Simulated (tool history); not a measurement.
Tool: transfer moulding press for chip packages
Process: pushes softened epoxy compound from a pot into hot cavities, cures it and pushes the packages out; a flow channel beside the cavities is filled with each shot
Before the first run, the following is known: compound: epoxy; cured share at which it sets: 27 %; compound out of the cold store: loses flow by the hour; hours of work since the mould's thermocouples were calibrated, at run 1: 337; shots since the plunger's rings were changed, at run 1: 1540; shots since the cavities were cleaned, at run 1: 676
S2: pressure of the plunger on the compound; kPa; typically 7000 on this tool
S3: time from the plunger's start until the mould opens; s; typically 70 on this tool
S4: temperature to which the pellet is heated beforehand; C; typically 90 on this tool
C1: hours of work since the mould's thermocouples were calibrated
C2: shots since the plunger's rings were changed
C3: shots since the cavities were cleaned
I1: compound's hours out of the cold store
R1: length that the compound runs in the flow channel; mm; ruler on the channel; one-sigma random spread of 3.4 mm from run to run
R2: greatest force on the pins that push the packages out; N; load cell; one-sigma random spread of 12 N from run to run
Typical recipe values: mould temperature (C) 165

Run 1, hour 0.0: usual settings; C1 337; C2 1540; C3 676; I1 47.5. Result: R1 623 mm, R2 1134 N.
Run 2, hour 16.4: usual settings; C1 346; C2 1778; C3 914; I1 31.0. Result: R1 641 mm, R2 1208 N.
At hour 35.3: cavities cleaned with cleaning compound and waxed.
Run 3, hour 35.7: usual settings but S4 97 C; C1 356; C2 2038; C3 7; I1 19.1. Result: R1 651 mm, R2 591 N.
Run 4, hour 57.7: usual settings but S2 7730 kPa; C1 368; C2 2357; C3 326; I1 18.9. Result: R1 682 mm, R2 972 N.
Run 5, hour 80.8: usual settings but S2 7680 kPa; C1 381; C2 2692; C3 661; I1 11.1. Result: R1 695 mm, R2 1190 N.
Run 6, hour 95.8: usual settings but S2 7680 kPa; C1 389; C2 2910; C3 879; I1 31.2. Result: R1 661 mm, R2 1219 N.
Run 7, hour 107.6: usual settings but mould temperature (C) 164; C1 395; C2 3080; C3 1049; I1 25.2. Result: R1 633 mm, R2 1323 N.
At hour 117.1: cavities cleaned with cleaning compound and waxed.
Run 8, hour 123.6: usual settings but mould temperature (C) 164; C1 403; C2 3291; C3 94; I1 14.0. Result: R1 653 mm, R2 787 N.
Run 9, hour 147.6: usual settings; C1 416; C2 3640; C3 443; I1 36.8. Result: R1 613 mm, R2 1012 N.
At hour 150.9: mould's thermocouples calibrated.
Run 10, hour 162.0: usual settings; C1 6; C2 3820; C3 623; I1 42.8. Result: R1 599 mm, R2 1169 N.
Run 11, hour 176.2: usual settings; C1 14; C2 4027; C3 830; I1 34.5. Result: R1 605 mm, R2 1188 N.
Run 12, hour 192.3: usual settings; C1 23; C2 4260; C3 1063; I1 37.0. Result: R1 605 mm, R2 1272 N.
At hour 200.0: cavities cleaned with cleaning compound and waxed.
Run 13, hour 205.5: usual settings; C1 29; C2 4429; C3 80; I1 18.3. Result: R1 624 mm, R2 730 N.
Run 14, hour 215.5: usual settings but S2 6720 kPa; C1 35; C2 4575; C3 226; I1 47.8. Result: R1 565 mm, R2 840 N.
Run 15, hour 233.3: usual settings but S2 7810 kPa, S4 87 C; C1 44; C2 4834; C3 485; I1 29.8. Result: R1 642 mm, R2 1111 N.
Run 16, hour 248.3: usual settings but S2 7810 kPa, S3 82 s, S4 87 C; C1 53; C2 5051; C3 702; I1 8.4. Result: R1 667 mm, R2 938 N.
At hour 251.4: mould's thermocouples calibrated, once more.
Run 17, hour 263.2: usual settings but S2 7810 kPa, S3 82 s, S4 87 C; C1 6; C2 5238; C3 889; I1 13.1. Result: R1 660 mm, R2 929 N.
At hour 279.2: plunger's sealing rings changed.
At hour 286.7: cavities cleaned with cleaning compound and waxed.
Run 18, hour 286.7: usual settings but mould temperature (C) 169, S2 7810 kPa, S3 73 s, S4 87 C; C1 17; C2 87; C3 0; I1 43.7. Result: R1 672 mm, R2 440 N.
Run 19, hour 311.0: usual settings but mould temperature (C) 171, S2 5890 kPa, S3 56 s, S4 80 C; C1 31; C2 440; C3 353; I1 18.5. Result: R1 615 mm, R2 1225 N.
Run 20, hour 331.6: usual settings but mould temperature (C) 161, S2 7710 kPa, S3 96 s, S4 89 C; C1 42; C2 738; C3 651; I1 44.5. Result: R1 664 mm, R2 841 N.
Run 21, hour 343.8: usual settings but mould temperature (C) 166, S2 6000 kPa, S3 60 s, S4 89 C; C1 49; C2 916; C3 829; I1 45.8. Result: R1 580 mm, R2 1564 N.
Run 22, hour 364.1: usual settings but mould temperature (C) 168, S2 6000 kPa, S3 60 s, S4 80 C; C1 60; C2 1211; C3 1124; I1 23.9. Result: R1 610 mm, R2 1535 N.
At hour 367.6: cavities cleaned with cleaning compound and waxed.
Run 23, hour 385.7: usual settings but mould temperature (C) 167, S2 7590 kPa, S3 57 s, S4 91 C; C1 71; C2 1502; C3 262; I1 43.8. Result: R1 650 mm, R2 1257 N.

5 ways to go on from here, each from the tool as it stands after run 23. What would each give?
Run A, hour 408.3: usual settings but mould temperature (C) 167, S2 7590 kPa, S3 57 s, S4 89 C; C1 83; C2 1830; C3 590; I1 46.8. Result: R1 ?, R2 ?.
Run B, hour 408.3: usual settings but S4 80 C; C1 83; C2 1830; C3 590; I1 33.1. Result: R1 ?, R2 ?.
Run C, hour 408.3: usual settings but S2 6520 kPa, S3 85 s, S4 93 C; C1 83; C2 1830; C3 590; I1 13.4. Result: R1 ?, R2 ?.
Run D, hour 408.3: usual settings but mould temperature (C) 159, S3 55 s, S4 96 C; C1 83; C2 1830; C3 590; I1 21.9. Result: R1 ?, R2 ?.
Run E, hour 408.3: usual settings but mould temperature (C) 158, S2 6490 kPa, S3 57 s, S4 91 C; C1 83; C2 1830; C3 590; I1 27.7. Result: R1 ?, R2 ?.

run   R1    R2
  A  636  1553
  B  638  1127
  C  649   838
  D  664  2637
  E  627  2782
Take away the tool's hidden state, keep each run's random variation, and the runs would have read:
run   R1    R2
  A  660   781
  B  662   566
  C  673   422
  D  689  1326
  E  651  1400
